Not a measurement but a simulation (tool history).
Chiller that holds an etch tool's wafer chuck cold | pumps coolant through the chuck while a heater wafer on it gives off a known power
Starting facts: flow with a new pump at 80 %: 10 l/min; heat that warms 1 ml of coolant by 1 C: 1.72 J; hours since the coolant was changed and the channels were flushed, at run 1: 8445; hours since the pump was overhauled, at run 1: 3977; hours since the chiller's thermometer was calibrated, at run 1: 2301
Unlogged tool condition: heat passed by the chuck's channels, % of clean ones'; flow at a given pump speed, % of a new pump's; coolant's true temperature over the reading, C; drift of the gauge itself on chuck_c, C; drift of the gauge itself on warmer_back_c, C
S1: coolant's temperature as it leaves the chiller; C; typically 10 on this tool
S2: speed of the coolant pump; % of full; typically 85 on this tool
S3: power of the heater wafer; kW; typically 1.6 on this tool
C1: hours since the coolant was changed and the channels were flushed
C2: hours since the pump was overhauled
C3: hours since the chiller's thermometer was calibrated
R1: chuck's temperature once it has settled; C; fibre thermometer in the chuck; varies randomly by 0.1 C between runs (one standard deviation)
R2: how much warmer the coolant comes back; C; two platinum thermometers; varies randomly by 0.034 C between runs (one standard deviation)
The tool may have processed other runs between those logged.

Run 1, hour 0: usual settings; C1 8445; C2 3977; C3 2301. Result: R1 27.1 C, R2 5.55 C.
Run 2, hour 94.4: usual settings; C1 8540; C2 4071; C3 2396. Result: R1 26.9 C, R2 5.59 C.
Run 3, hour 244.9: usual settings; C1 8690; C2 4222; C3 2546. Result: R1 27 C, R2 5.63 C.
At hour 255.9: chiller's thermometer calibrated.
Run 4, hour 334.1: usual settings but S2 81 % of full; C1 8778; C2 4310; C3 78. Result: R1 27.4 C, R2 5.89 C.
Run 5, hour 419: usual settings; C1 8863; C2 4395; C3 163. Result: R1 27 C, R2 5.62 C.
At hour 506.1: coolant changed, channels flushed.
Run 6, hour 517: usual settings; C1 11; C2 4487; C3 255. Result: R1 24.7 C, R2 5.62 C.
At hour 657.8: chiller's thermometer calibrated, once more.
Run 7, hour 657.8: usual settings but S1 14 C, S2 90 % of full, S3 1.221 kW; C1 151; C2 4627; C3 0. Result: R1 25 C, R2 4.06 C.
Run 8, hour 785.9: usual settings but S1 12 C, S2 98 % of full, S3 0.998 kW; C1 279; C2 4755; C3 128. Result: R1 20.5 C, R2 3.06 C.
Run 9, hour 929.3: usual settings but S1 12 C, S2 98 % of full, S3 0.998 kW; C1 422; C2 4898; C3 271. Result: R1 20.5 C, R2 3.07 C.
Run 10, hour 1058.3: usual settings but S1 4 C, S2 97 % of full, S3 1.242 kW; C1 551; C2 5027; C3 401. Result: R1 14.8 C, R2 3.8 C.
Run 11, hour 1182.1: usual settings but S2 80 % of full, S3 0.926 kW; C1 675; C2 5151; C3 524. Result: R1 19.2 C, R2 3.49 C.

What if the next run were any one of these 3? Each begins from the tool's condition after run 11:
Run A, hour 1283.7: usual settings but S1 16 C, S2 93 % of full, S3 1.575 kW; C1 777; C2 5252; C3 626. Result: R1 ?, R2 ?.
Run B, hour 1283.7: usual settings but S1 19 C, S2 87 % of full, S3 1.51 kW; C1 777; C2 5252; C3 626. Result: R1 ?, R2 ?.
Run C, hour 1283.7: usual settings but S1 6 C, S2 80 % of full, S3 0.926 kW; C1 777; C2 5252; C3 626. Result: R1 ?, R2 ?.

run    R1    R2
  A    30  5.11
  B    33   5.2
  C  15.1  3.48
Without the tool's hidden state the same runs would have given:
run    R1    R2
  A  29.1  4.72
  B  32.1  4.81
  C  14.5  3.22
